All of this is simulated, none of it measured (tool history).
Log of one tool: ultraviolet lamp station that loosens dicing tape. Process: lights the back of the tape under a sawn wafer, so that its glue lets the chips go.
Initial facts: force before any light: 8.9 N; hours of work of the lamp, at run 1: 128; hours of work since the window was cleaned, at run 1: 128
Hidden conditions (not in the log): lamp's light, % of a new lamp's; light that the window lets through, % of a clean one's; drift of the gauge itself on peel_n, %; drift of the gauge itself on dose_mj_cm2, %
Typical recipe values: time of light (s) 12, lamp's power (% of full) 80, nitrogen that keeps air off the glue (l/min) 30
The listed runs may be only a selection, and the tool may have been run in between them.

run   hour  time of light (s)  lamp's power (% of full)  nitrogen that keeps air off the glue (l/min)  hours of work of the lamp  hours of work since the window was cleaned  force that peels the tape off (N)  light that reached the tape (mJ/cm2)
  1      0                 12                        80                                            30                        128                                         128                              0.292                                   410
  2     20                 12                        80                                            30                        140                                         140                              0.271                                   408
  3   36.8                 12                        80                                            30                        150                                         150                              0.276                                   404
  4   62.3                  6                        80                                            30                        164                                         164                              1.112                                   203
  5   92.3                 12                        80                                            30                        181                                         181                               0.29                                   411
  6  124.9                 12                        80                                            12                        200                                         200                              0.489                                   405
  7  144.2                 12                        80                                            12                        211                                         211                              0.508                                   407
  8  160.8                 12                        80                                            42                        221                                         221                              0.242                                   407
  9  175.9                 12                        80                                            42                        229                                         229                              0.258                                   407
 10  197.8                 12                        80                                            42                        242                                         242                              0.254                                   408
 11  215.5                 12                        80                                            42                        252                                         252                              0.259                                   407
 12  243.4                 12                        80                                            30                        268                                         268                              0.294                                   408
 13  276.8                  8                        80                                            58                        287                                         287                              0.433                                   269
 14  306.3                  8                        80                                            58                        304                                         304                              0.443                                   270
 15  325.2                  8                        80                                            58                        315                                         315                              0.449                                   272
 16  351.7                  8                        80                                            58                        330                                         330                              0.431                                   269
     369.7  -- window cleaned of glue's vapour
 17  378.9                  8                        80                                            58                        345                                           5                              0.454                                   271
 18    397                  8                        80                                            58                        356                                          16                              0.448                                   272
 19  411.3                  8                        80                                            58                        364                                          24                              0.441                                   274
 20  429.1                  8                        80                                            58                        374                                          34                              0.439                                   276
 21  454.5                  8                        80                                            58                        389                                          49                              0.451                                   277
 22  473.5                  8                        80                                            58                        400                                          60                               0.44                                   271
 23  489.2                 12                        78                                            55                        408                                          69                              0.248                                   394
 24  517.4                 21                        80                                            30                        425                                          85                                0.2                                   705

Below are 5 alternative next runs, each starting from the tool's condition after run 24. Predict each:
  A  546.7                 12                        80                                             9                        441                                         101                                  ?                                     ?
  B  546.7                 12                        80                                            11                        441                                         101                                  ?                                     ?
  C  546.7                 12                        99                                            30                        441                                         101                                  ?                                     ?
  D  546.7                 12                        67                                            29                        441                                         101                                  ?                                     ?
  E  546.7                  8                       100                                            39                        441                                         101                                  ?                                     ?

run  force that peels the tape off (N)  light that reached the tape (mJ/cm2)
  A                              0.627                                   410
  B                              0.542                                   406
  C                              0.228                                   507
  D                              0.408                                   339
  E                              0.347                                   343
Stripped of hidden state, with their random variation kept, the same runs would have yielded:
run  force that peels the tape off (N)  light that reached the tape (mJ/cm2)
  A                              0.625                                   411
  B                               0.54                                   406
  C                              0.228                                   507
  D                              0.407                                   340
  E                              0.346                                   344
